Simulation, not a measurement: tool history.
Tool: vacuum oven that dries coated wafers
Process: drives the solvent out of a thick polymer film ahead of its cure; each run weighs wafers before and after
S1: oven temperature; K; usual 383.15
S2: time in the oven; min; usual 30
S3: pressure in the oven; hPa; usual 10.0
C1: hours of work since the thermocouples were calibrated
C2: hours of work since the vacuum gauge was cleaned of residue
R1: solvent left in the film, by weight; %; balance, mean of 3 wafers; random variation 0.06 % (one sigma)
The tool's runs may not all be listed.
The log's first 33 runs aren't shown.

| run | hour | S1 | S2 | S3 | C1 | C2 | R1 |
|---|---|---|---|---|---|---|---|
| 34 | 1291.1 | 386.15 | 16 | 6.9 | 284 | 1356 | 5.93 |
| 35 | 1329.7 | 386.15 | 16 | 6.9 | 304 | 1376 | 6.00 |
| 36 | 1355.2 | 370.15 | 24 | 5.0 | 317 | 1389 | 10.30 |
| 37 | 1403.8 | 370.15 | 24 | 5.0 | 342 | 1414 | 10.21 |
| 38 | 1447.7 | 370.15 | 31 | 5.0 | 364 | 1436 | 8.69 |
| 39 | 1473.4 | 386.15 | 31 | 14.0 | 378 | 1450 | 3.27 |
| 40 | 1505.0 | 386.15 | 31 | 14.0 | 394 | 1466 | 3.26 |
| 41 | 1543.8 | 385.15 | 34 | 21.6 | 414 | 1486 | 3.86 |
| 42 | 1588.7 | 385.15 | 34 | 21.6 | 437 | 1509 | 3.77 |
| 43 | 1628.3 | 385.15 | 34 | 27.5 | 457 | 1529 | 4.39 |
| 44 | 1678.6 | 375.15 | 36 | 10.0 | 483 | 1554 | 6.57 |
| 45 | 1715.2 | 383.15 | 30 | 23.0 | 501 | 1573 | 5.15 |
| 46 | 1744.9 | 383.15 | 28 | 9.6 | 516 | 1588 | 4.58 |
| 47 | 1786.3 | 383.15 | 16 | 10.0 | 538 | 1610 | 7.55 |

Forecast each of these 4 alternatives for the next run:
| A | 1834.3 | 372.15 | 26 | 10.0 | 562 | 1634 | ? |
| B | 1834.3 | 380.15 | 50 | 27.9 | 562 | 1634 | ? |
| C | 1834.3 | 387.15 | 33 | 10.0 | 562 | 1634 | ? |
| D | 1834.3 | 394.15 | 37 | 10.0 | 562 | 1634 | ? |

| run | R1 |
|---|---|
| A | 9.47 |
| B | 4.66 |
| C | 2.57 |
| D | 1.30 |
Without the tool's hidden state the same runs would have given:
| run | R1 |
|---|---|
| A | 8.46 |
| B | 3.68 |
| C | 1.82 |
| D | 0.78 |
